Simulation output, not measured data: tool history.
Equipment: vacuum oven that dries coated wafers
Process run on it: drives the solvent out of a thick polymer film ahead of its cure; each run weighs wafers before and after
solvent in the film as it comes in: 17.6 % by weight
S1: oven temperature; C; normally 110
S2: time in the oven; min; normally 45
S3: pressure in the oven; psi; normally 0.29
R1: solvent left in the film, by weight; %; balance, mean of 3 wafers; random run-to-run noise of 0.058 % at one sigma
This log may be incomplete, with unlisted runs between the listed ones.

run,hour,S1,S2,S3,R1
1,0,110,45,0.29,3.43
2,77.1,110,45,0.29,3.65
3,123.1,110,45,0.29,3.49
4,194.2,118,45,0.29,2.12
# hour 199.3: vacuum gauge cleaned of residue and calibrated
5,246.7,118,45,0.29,2.15
6,316.6,110,45,0.29,3.76
7,377.3,110,45,0.29,3.64
8,443.7,110,45,0.29,3.7
9,482.7,110,45,0.29,3.74
# hour 513.7: vacuum gauge cleaned of residue and calibrated, once more
10,533.2,110,45,0.29,3.42
11,572.1,103,45,0.183,4.5

Expected results for the next run?
12,648.3,103,45,0.183,?

Run 12 gave R1 4.55 %.
Had the tool carried no hidden state, the very same run would have given R1 3.91 %.
